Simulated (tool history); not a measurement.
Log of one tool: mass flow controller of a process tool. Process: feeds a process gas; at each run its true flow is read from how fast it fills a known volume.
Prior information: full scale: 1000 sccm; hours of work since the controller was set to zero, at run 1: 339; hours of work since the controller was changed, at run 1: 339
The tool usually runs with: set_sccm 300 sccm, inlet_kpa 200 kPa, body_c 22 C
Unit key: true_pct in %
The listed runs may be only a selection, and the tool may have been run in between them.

| run | hour | set_sccm | inlet_kpa | body_c | hours of work since the controller was set to zero | hours of work since the controller was changed | true_pct |
|---|---|---|---|---|---|---|---|
| 1 | 0.0 | 300 | 200 | 22 | 339 | 339 | 99.84 |
| 2 | 116.0 | 300 | 200 | 22 | 394 | 394 | 100.02 |
| 3 | 254.4 | 300 | 200 | 22 | 459 | 459 | 100.18 |
| 4 | 347.2 | 300 | 200 | 22 | 502 | 502 | 100.00 |
| 5 | 437.6 | 300 | 200 | 22 | 545 | 545 | 100.11 |
| 6 | 528.5 | 300 | 200 | 22 | 588 | 588 | 100.14 |
| 7 | 636.5 | 330 | 200 | 22 | 638 | 638 | 99.99 |
| 8 | 747.3 | 300 | 200 | 22 | 691 | 691 | 100.20 |
| 9 | 862.8 | 370 | 200 | 22 | 745 | 745 | 100.12 |
| 10 | 954.9 | 136 | 200 | 22 | 788 | 788 | 100.48 |
| 11 | 1073.2 | 136 | 200 | 22 | 844 | 844 | 100.44 |
| 12 | 1207.8 | 136 | 200 | 22 | 907 | 907 | 100.61 |
| 13 | 1275.4 | 136 | 200 | 22 | 939 | 939 | 100.78 |
| 14 | 1383.4 | 121 | 200 | 22 | 990 | 990 | 100.78 |
| 15 | 1528.1 | 121 | 200 | 22 | 1058 | 1058 | 101.03 |
| 16 | 1629.0 | 121 | 200 | 22 | 1105 | 1105 | 101.03 |
| 17 | 1715.1 | 121 | 200 | 22 | 1145 | 1145 | 101.15 |
| 18 | 1863.8 | 165 | 200 | 22 | 1215 | 1215 | 100.74 |
| 19 | 2004.7 | 165 | 200 | 22 | 1282 | 1282 | 100.87 |
| 20 | 2158.1 | 124 | 200 | 22 | 1354 | 1354 | 101.13 |
| 21 | 2237.5 | 124 | 200 | 22 | 1391 | 1391 | 101.35 |
| 22 | 2322.5 | 124 | 200 | 22 | 1431 | 1431 | 101.35 |
| 23 | 2401.9 | 124 | 200 | 22 | 1468 | 1468 | 101.41 |
| 24 | 2492.4 | 300 | 200 | 22 | 1511 | 1511 | 100.44 |
|  | 2506.5 | controller's zero set anew |
| 25 | 2601.5 | 300 | 200 | 22 | 45 | 1562 | 100.76 |
| 26 | 2709.4 | 130 | 203 | 29 | 95 | 1613 | 102.62 |
| 27 | 2804.2 | 135 | 232 | 29 | 140 | 1657 | 102.65 |
| 28 | 2940.7 | 421 | 232 | 30 | 204 | 1721 | 101.53 |
| 29 | 3020.9 | 620 | 271 | 31 | 242 | 1759 | 101.56 |
| 30 | 3120.3 | 144 | 221 | 36 | 289 | 1806 | 103.39 |
|  | 3187.2 | controller's zero set anew, once more |
| 31 | 3244.7 | 300 | 264 | 28 | 27 | 1864 | 100.77 |
| 32 | 3377.1 | 300 | 264 | 28 | 89 | 1926 | 100.87 |
| 33 | 3469.4 | 106 | 144 | 26 | 133 | 1970 | 100.79 |
| 34 | 3538.2 | 131 | 275 | 22 | 165 | 2002 | 100.58 |
| 35 | 3613.2 | 380 | 209 | 34 | 200 | 2037 | 101.29 |
| 36 | 3746.1 | 300 | 184 | 23 | 263 | 2100 | 100.35 |
| 37 | 3894.4 | 937 | 152 | 39 | 332 | 2169 | 101.96 |
| 38 | 4022.5 | 937 | 152 | 39 | 393 | 2230 | 101.94 |
| 39 | 4136.8 | 190 | 200 | 34 | 446 | 2283 | 101.68 |
| 40 | 4263.6 | 170 | 187 | 21 | 506 | 2343 | 100.48 |
| 41 | 4414.6 | 170 | 187 | 36 | 577 | 2414 | 101.96 |
| 42 | 4565.5 | 668 | 201 | 36 | 648 | 2485 | 101.77 |
| 43 | 4710.5 | 300 | 200 | 31 | 716 | 2553 | 101.21 |
| 44 | 4860.7 | 300 | 258 | 21 | 787 | 2623 | 100.44 |
| 45 | 4949.0 | 839 | 191 | 25 | 828 | 2665 | 100.62 |
| 46 | 5059.7 | 849 | 277 | 25 | 880 | 2717 | 100.78 |
| 47 | 5168.9 | 324 | 247 | 32 | 931 | 2768 | 101.54 |

4 options for the next run, each taken on its own from the tool as it stands now. Forecast them:
| A | 5286.3 | 631 | 200 | 27 | 987 | 2824 | ? |
| B | 5286.3 | 564 | 274 | 26 | 987 | 2824 | ? |
| C | 5286.3 | 324 | 201 | 30 | 987 | 2824 | ? |
| D | 5286.3 | 891 | 147 | 29 | 987 | 2824 | ? |

| run | true_pct |
|---|---|
| A | 101.00 |
| B | 100.87 |
| C | 101.26 |
| D | 101.16 |
The same runs, with their run-to-run variation unchanged, on a tool lacking any hidden condition would have given:
| run | true_pct |
|---|---|
| A | 100.14 |
| B | 99.97 |
| C | 100.13 |
| D | 100.37 |
